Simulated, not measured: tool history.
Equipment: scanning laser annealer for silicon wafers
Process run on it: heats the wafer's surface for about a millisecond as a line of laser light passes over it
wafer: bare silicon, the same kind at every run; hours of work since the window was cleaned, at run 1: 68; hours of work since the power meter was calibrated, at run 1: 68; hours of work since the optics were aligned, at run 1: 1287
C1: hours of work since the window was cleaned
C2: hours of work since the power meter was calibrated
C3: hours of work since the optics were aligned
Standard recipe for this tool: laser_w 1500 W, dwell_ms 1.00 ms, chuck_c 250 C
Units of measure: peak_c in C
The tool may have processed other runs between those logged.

Run 1, hour 0.0: usual settings; C1 68; C2 68; C3 1287. Result: peak_c 952 C.
Run 2, hour 9.0: usual settings; C1 74; C2 74; C3 1292. Result: peak_c 956 C.
Run 3, hour 17.0: usual settings but chuck_c 240 C; C1 79; C2 79; C3 1297. Result: peak_c 944 C.
Run 4, hour 22.5: usual settings but chuck_c 240 C; C1 82; C2 82; C3 1300. Result: peak_c 940 C.
Run 5, hour 32.8: usual settings but chuck_c 240 C; C1 88; C2 88; C3 1307. Result: peak_c 941 C.
At hour 35.4: window over the wafer cleaned.
Run 6, hour 46.4: usual settings but chuck_c 240 C; C1 7; C2 96; C3 1314. Result: peak_c 936 C.
Run 7, hour 58.6: usual settings but laser_w 1428 W, dwell_ms 0.81 ms; C1 14; C2 103; C3 1321. Result: peak_c 830 C.
Run 8, hour 67.2: usual settings but laser_w 1635 W, dwell_ms 1.23 ms, chuck_c 217 C; C1 20; C2 108; C3 1327. Result: peak_c 1076 C.
At hour 79.8: window over the wafer cleaned, once more.
Run 9, hour 81.3: usual settings but laser_w 1617 W, dwell_ms 0.75 ms, chuck_c 256 C; C1 1; C2 116; C3 1334. Result: peak_c 914 C.
Run 10, hour 89.1: usual settings but chuck_c 270 C; C1 6; C2 121; C3 1339. Result: peak_c 983 C.
Run 11, hour 97.3: usual settings but laser_w 1477 W, dwell_ms 0.92 ms, chuck_c 249 C; C1 11; C2 126; C3 1344. Result: peak_c 915 C.

Branching from run 11: 5 alternative next runs. What would each branch give?
Run A, hour 103.7: usual settings but laser_w 1276 W, dwell_ms 0.98 ms, chuck_c 279 C; C1 15; C2 130; C3 1348. Result: peak_c ?.
Run B, hour 103.7: usual settings but laser_w 1310 W, dwell_ms 1.22 ms, chuck_c 247 C; C1 15; C2 130; C3 1348. Result: peak_c ?.
Run C, hour 103.7: usual settings but laser_w 1529 W, dwell_ms 0.91 ms, chuck_c 249 C; C1 15; C2 130; C3 1348. Result: peak_c ?.
Run D, hour 103.7: usual settings; C1 15; C2 130; C3 1348. Result: peak_c ?.
Run E, hour 103.7: usual settings but laser_w 1409 W, dwell_ms 0.86 ms, chuck_c 282 C; C1 15; C2 130; C3 1348. Result: peak_c ?.

run  peak_c
  A     865
  B     929
  C     938
  D     961
  E     890
With no hidden state in the tool, these same runs would have given:
run  peak_c
  A     878
  B     944
  C     954
  D     977
  E     904

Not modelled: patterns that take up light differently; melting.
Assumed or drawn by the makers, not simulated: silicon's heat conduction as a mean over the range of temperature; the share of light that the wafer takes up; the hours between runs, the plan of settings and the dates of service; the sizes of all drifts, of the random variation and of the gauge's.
